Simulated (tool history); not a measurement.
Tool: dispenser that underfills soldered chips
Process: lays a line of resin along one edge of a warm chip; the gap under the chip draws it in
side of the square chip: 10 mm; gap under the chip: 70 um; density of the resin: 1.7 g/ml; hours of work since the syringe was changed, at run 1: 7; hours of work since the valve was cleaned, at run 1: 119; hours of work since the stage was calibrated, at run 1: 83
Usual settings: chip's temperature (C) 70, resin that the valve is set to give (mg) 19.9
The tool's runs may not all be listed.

| run | hour | chip's temperature (C) | resin that the valve is set to give (mg) | hours of work since the syringe was changed | hours of work since the valve was cleaned | hours of work since the stage was calibrated | time until the resin shows at the far edge (s) | resin that the valve gave (mg) |
|---|---|---|---|---|---|---|---|---|
| 1 | 0.0 | 70 | 19.9 | 7 | 119 | 83 | 106.0 | 18.02 |
|  | 5.0 | new syringe of resin |
|  | 12.3 | dispensing valve cleaned and set on the balance |
| 2 | 12.5 | 56 | 19.9 | 4 | 0 | 91 | 150.2 | 19.83 |
| 3 | 18.7 | 68 | 19.9 | 9 | 4 | 95 | 133.0 | 19.92 |
|  | 21.5 | new syringe of resin |
| 4 | 30.2 | 68 | 21.5 | 6 | 12 | 103 | 108.6 | 21.29 |
|  | 36.4 | new syringe of resin |
| 5 | 40.3 | 68 | 21.5 | 3 | 19 | 109 | 85.7 | 20.90 |
| 6 | 48.2 | 68 | 21.5 | 8 | 24 | 115 | 127.4 | 21.08 |
|  | 52.1 | new syringe of resin |
| 7 | 53.8 | 68 | 21.5 | 1 | 28 | 118 | 78.6 | 20.99 |
| 8 | 60.8 | 57 | 19.9 | 6 | 32 | 123 | 164.1 | 19.43 |
|  | 67.9 | new syringe of resin |
| 9 | 71.8 | 70 | 20.6 | 3 | 40 | 130 | 81.5 | 19.89 |
| 10 | 80.6 | 70 | 20.6 | 9 | 46 | 136 | 124.3 | 19.96 |
|  | 82.8 | new syringe of resin |
| 11 | 91.7 | 70 | 21.4 | 6 | 53 | 144 | 101.8 | 20.50 |
| 12 | 96.8 | 80 | 19.9 | 10 | 56 | 147 | 96.4 | 19.01 |
|  | 98.0 | new syringe of resin |
| 13 | 104.3 | 80 | 19.9 | 4 | 61 | 152 | 65.1 | 18.95 |
| 14 | 109.6 | 80 | 19.9 | 8 | 65 | 156 | 82.0 | 18.72 |
|  | 113.6 | new syringe of resin |
| 15 | 119.3 | 80 | 19.9 | 4 | 71 | 162 | 63.5 | 18.82 |
|  | 128.6 | new syringe of resin |
| 16 | 129.0 | 62 | 22.6 | 0 | 77 | 168 | 91.4 | 21.13 |
| 17 | 135.0 | 74 | 19.7 | 4 | 82 | 172 | 79.8 | 18.30 |
| 18 | 141.2 | 74 | 19.7 | 9 | 86 | 177 | 109.5 | 18.34 |
|  | 144.0 | new syringe of resin |
| 19 | 151.3 | 74 | 19.7 | 5 | 92 | 183 | 83.5 | 18.42 |
|  | 159.3 | new syringe of resin |
| 20 | 162.9 | 64 | 21.2 | 2 | 100 | 191 | 101.1 | 19.66 |
| 21 | 169.4 | 56 | 24.6 | 7 | 104 | 195 | 185.1 | 22.53 |
|  | 174.2 | new syringe of resin |
| 22 | 178.5 | 58 | 21.0 | 3 | 110 | 201 | 132.4 | 19.05 |
| 23 | 186.1 | 76 | 18.2 | 8 | 116 | 206 | 100.9 | 16.45 |
|  | 189.1 | new syringe of resin |
| 24 | 195.5 | 64 | 25.9 | 4 | 122 | 213 | 115.9 | 23.28 |
|  | 203.6 | dispensing valve cleaned and set on the balance |
|  | 205.6 | new syringe of resin |
| 25 | 207.0 | 65 | 17.1 | 1 | 2 | 219 | 90.1 | 17.20 |
| 26 | 212.0 | 61 | 22.9 | 4 | 6 | 223 | 130.1 | 22.75 |
| 27 | 218.4 | 67 | 19.9 | 9 | 10 | 227 | 142.7 | 19.66 |
|  | 220.7 | new syringe of resin |
| 28 | 225.0 | 76 | 22.7 | 3 | 14 | 231 | 69.9 | 22.49 |
| 29 | 230.7 | 76 | 22.7 | 7 | 18 | 235 | 92.2 | 22.39 |

Measured less the same run without the tool's hidden state. The same run-to-run variation is in both; the gauge's scatter may not be:
The hidden state here: resin's viscosity, % of fresh resin's; dose that the valve gives, % of what is set; true chip temperature over the reading, C; drift of the gauge itself on fill_s, %; drift of the gauge itself on given_mg, %.
| run | time until the resin shows at the far edge (s) | resin that the valve gave (mg) |
|---|---|---|
| 1 | +43.1 | -1.99 |
| 2 | +44.4 | +0.00 |
| 3 | +63.8 | -0.08 |
| 4 | +40.6 | -0.20 |
| 5 | +16.4 | -0.31 |
| 6 | +57.5 | -0.41 |
| 7 | +8.8 | -0.48 |
| 8 | +60.7 | -0.50 |
| 9 | +16.5 | -0.64 |
| 10 | +60.1 | -0.75 |
| 11 | +37.9 | -0.89 |
| 12 | +49.1 | -0.90 |
| 13 | +18.5 | -0.99 |
| 14 | +36.4 | -1.04 |
| 15 | +17.4 | -1.15 |
| 16 | +4.8 | -1.41 |
| 17 | +23.7 | -1.29 |
| 18 | +52.7 | -1.35 |
| 19 | +27.4 | -1.47 |
| 20 | +21.0 | -1.72 |
| 21 | +78.3 | -2.05 |
| 22 | +30.9 | -1.85 |
| 23 | +47.6 | -1.68 |
| 24 | +36.3 | -2.52 |
| 25 | +10.2 | -0.04 |
| 26 | +40.3 | -0.12 |
| 27 | +70.3 | -0.17 |
| 28 | +17.3 | -0.27 |
| 29 | +39.7 | -0.34 |
